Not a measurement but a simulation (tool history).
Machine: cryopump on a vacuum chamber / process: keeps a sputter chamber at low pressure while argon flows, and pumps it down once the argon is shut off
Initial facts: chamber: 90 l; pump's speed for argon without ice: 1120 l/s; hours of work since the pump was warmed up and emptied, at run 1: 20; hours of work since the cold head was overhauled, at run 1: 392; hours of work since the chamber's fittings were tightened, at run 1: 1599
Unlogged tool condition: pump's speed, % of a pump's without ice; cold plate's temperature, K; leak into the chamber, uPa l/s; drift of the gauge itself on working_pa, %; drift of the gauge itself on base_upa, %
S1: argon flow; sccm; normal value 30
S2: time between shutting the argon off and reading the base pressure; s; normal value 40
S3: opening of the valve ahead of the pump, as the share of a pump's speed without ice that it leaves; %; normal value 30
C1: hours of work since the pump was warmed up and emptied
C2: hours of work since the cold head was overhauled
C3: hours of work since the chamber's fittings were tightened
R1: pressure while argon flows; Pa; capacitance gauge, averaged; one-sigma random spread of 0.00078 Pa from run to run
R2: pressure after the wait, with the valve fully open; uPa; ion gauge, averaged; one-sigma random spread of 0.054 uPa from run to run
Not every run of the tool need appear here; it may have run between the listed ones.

| run | hour | S1 | S2 | S3 | C1 | C2 | C3 | R1 | R2 |
|---|---|---|---|---|---|---|---|---|---|
| 1 | 0 | 30 | 40 | 30 | 20 | 392 | 1599 | 0.1525 | 4.76 |
| 2 | 52.8 | 30 | 40 | 30 | 46 | 418 | 1624 | 0.1537 | 4.64 |
| 3 | 78.4 | 42 | 40 | 30 | 58 | 430 | 1637 | 0.2161 | 4.84 |
| 4 | 129.9 | 42 | 40 | 30 | 83 | 455 | 1661 | 0.2159 | 4.73 |
| 5 | 189.3 | 30 | 118 | 30 | 111 | 484 | 1690 | 0.1564 | 2.85 |
| 6 | 222.8 | 30 | 118 | 30 | 128 | 500 | 1706 | 0.1583 | 2.89 |
| 7 | 279.1 | 30 | 118 | 30 | 155 | 527 | 1733 | 0.1584 | 3.13 |
| 8 | 331.3 | 30 | 118 | 30 | 180 | 552 | 1759 | 0.1579 | 3.14 |
| 9 | 387.5 | 30 | 131 | 30 | 207 | 579 | 1786 | 0.161 | 3.05 |
| 10 | 413.8 | 46 | 40 | 30 | 220 | 592 | 1798 | 0.2483 | 5.13 |
| 11 | 453.8 | 30 | 40 | 44 | 239 | 611 | 1818 | 0.1143 | 5.11 |
| 12 | 504.2 | 30 | 40 | 44 | 263 | 635 | 1842 | 0.1157 | 5.27 |
| 13 | 535.3 | 33 | 40 | 59 | 278 | 650 | 1857 | 0.1002 | 5.37 |
| 14 | 566.9 | 41 | 38 | 43 | 294 | 666 | 1872 | 0.163 | 5.7 |
| 15 | 619.8 | 46 | 136 | 47 | 319 | 691 | 1898 | 0.1734 | 3.44 |
| 16 | 681.2 | 27 | 40 | 27 | 349 | 721 | 1927 | 0.1678 | 5.71 |

Expected results for the next run?
|  | 704.2 | pump warmed up, emptied and cooled again |
| 17 | 732.7 | 44 | 273 | 45 | 14 | 743 | 1950 | ? | ? |

{"run 17": {"R1": 0.1507, "R2": 2.36}}
Without the tool's hidden state the same run would have given R1 0.149 Pa, R2 0.68 uPa.
